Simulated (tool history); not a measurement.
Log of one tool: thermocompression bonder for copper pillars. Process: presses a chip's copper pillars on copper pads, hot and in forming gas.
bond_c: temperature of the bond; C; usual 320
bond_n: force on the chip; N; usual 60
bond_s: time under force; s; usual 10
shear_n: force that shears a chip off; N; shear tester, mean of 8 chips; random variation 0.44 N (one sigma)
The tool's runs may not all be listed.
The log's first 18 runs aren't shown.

run   hour  bond_c  bond_n  bond_s  shear_n
     501.2  -- forming gas filter changed
 19  506.4     320      46      10     59.6
 20  527.2     299      49      16     55.6
 21  551.5     299      49      16     55.4
     556.1  -- heater calibrated with a thermocouple chip
 22  574.1     327      49      17       79
 23    606     334      60      15     88.3
 24  622.5     320      49      10     61.2
 25  648.7     320      49      10     61.1
 26    679     320      49      10     61.3
 27    704     312      49      10     55.9
 28  735.3     320      60      14     75.1
 29    759     320      63      18     82.3
       774  -- heater calibrated with a thermocouple chip, once more
 30  799.6     320      63      18     79.7
 31  832.5     332      63      18     88.8
 32    868     320      47      25     75.8
 33  899.1     311      50      16     61.9
 34  937.1     311      50      16     61.9

Forecast each of these 5 alternatives for the next run:
      969  -- forming gas filter changed
  A   970     313      60      10        ?
      969  -- forming gas filter changed
  B   970     307      60      26        ?
      969  -- forming gas filter changed
  C   970     320      60      10        ?
      969  -- forming gas filter changed
  D   970     332      82      13        ?
      969  -- forming gas filter changed
  E   970     335      60      10        ?

run  shear_n
  A     63.4
  B     78.9
  C     68.9
  D     93.2
  E     79.6
Without the tool's hidden state the same runs would have given:
run  shear_n
  A     61.3
  B     76.8
  C     66.8
  D     91.4
  E     77.5
